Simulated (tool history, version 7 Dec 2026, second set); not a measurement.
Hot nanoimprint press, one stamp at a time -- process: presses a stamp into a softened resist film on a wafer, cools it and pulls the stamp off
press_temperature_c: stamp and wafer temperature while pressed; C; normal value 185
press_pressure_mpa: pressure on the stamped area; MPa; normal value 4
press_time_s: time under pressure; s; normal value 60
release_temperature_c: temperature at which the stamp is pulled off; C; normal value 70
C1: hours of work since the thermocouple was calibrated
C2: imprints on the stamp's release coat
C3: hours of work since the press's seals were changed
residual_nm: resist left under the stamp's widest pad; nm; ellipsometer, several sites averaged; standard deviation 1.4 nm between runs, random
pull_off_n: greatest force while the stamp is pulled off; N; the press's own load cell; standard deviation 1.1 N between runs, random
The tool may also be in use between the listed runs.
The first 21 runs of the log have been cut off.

Run 22, hour 989: usual settings but press_temperature_c 184 C, press_time_s 32 s; C1 380; C2 261; C3 100. Result: residual_nm 415.4 nm, pull_off_n 98 N.
Run 23, hour 1016.2: usual settings but press_temperature_c 182 C, press_time_s 66 s; C1 398; C2 381; C3 117. Result: residual_nm 358.5 nm, pull_off_n 102 N.
Run 24, hour 1050.7: usual settings but press_pressure_mpa 5 MPa, press_time_s 46 s, release_temperature_c 56 C; C1 420; C2 533; C3 139. Result: residual_nm 325.3 nm, pull_off_n 127 N.
At hour 1061.4: stamp cleaned and given a new release coat.
At hour 1109: plate thermocouple calibrated.
Run 25, hour 1111.8: usual settings but press_temperature_c 177 C, press_pressure_mpa 4.15 MPa, press_time_s 75 s; C1 2; C2 209; C3 173. Result: residual_nm 374 nm, pull_off_n 95 N.
Run 26, hour 1138.1: usual settings but press_temperature_c 177 C, press_pressure_mpa 4.15 MPa, press_time_s 75 s; C1 19; C2 325; C3 190. Result: residual_nm 380.6 nm, pull_off_n 99 N.
Run 27, hour 1182.6: usual settings but press_temperature_c 177 C, press_pressure_mpa 4.15 MPa, press_time_s 75 s; C1 47; C2 522; C3 219. Result: residual_nm 378.3 nm, pull_off_n 104 N.
At hour 1195.3: stamp cleaned and given a new release coat.
Run 28, hour 1241.2: usual settings but press_temperature_c 177 C, press_pressure_mpa 4.15 MPa, press_time_s 75 s, release_temperature_c 55 C; C1 81; C2 203; C3 253. Result: residual_nm 385 nm, pull_off_n 117 N.
Run 29, hour 1298.4: usual settings but press_temperature_c 177 C, press_pressure_mpa 3.18 MPa, press_time_s 75 s, release_temperature_c 55 C; C1 118; C2 455; C3 290. Result: residual_nm 429.1 nm, pull_off_n 126 N.
At hour 1326.5: stamp cleaned and given a new release coat.
Run 30, hour 1358.2: usual settings but press_temperature_c 180 C, press_time_s 51 s, release_temperature_c 69 C; C1 153; C2 140; C3 324. Result: residual_nm 397.7 nm, pull_off_n 95 N.

3 ways to go on from here, each from the tool as it stands after run 30. What would each give?
Run A, hour 1397.3: usual settings but press_temperature_c 175 C, press_time_s 51 s; C1 178; C2 313; C3 350. Result: residual_nm ?, pull_off_n ?.
Run B, hour 1397.3: usual settings but press_pressure_mpa 4.03 MPa, press_time_s 42 s, release_temperature_c 56 C; C1 178; C2 313; C3 350. Result: residual_nm ?, pull_off_n ?.
Run C, hour 1397.3: usual settings but press_temperature_c 190 C, press_pressure_mpa 6.37 MPa, press_time_s 51 s, release_temperature_c 69 C; C1 178; C2 313; C3 350. Result: residual_nm ?, pull_off_n ?.

run  residual_nm  pull_off_n
  A        466.4         100
  B        363.9         121
  C        225.4         102
Without the tool's hidden state the same runs would have given:
run  residual_nm  pull_off_n
  A        455.3          91
  B        354.4         110
  C        218.6          93

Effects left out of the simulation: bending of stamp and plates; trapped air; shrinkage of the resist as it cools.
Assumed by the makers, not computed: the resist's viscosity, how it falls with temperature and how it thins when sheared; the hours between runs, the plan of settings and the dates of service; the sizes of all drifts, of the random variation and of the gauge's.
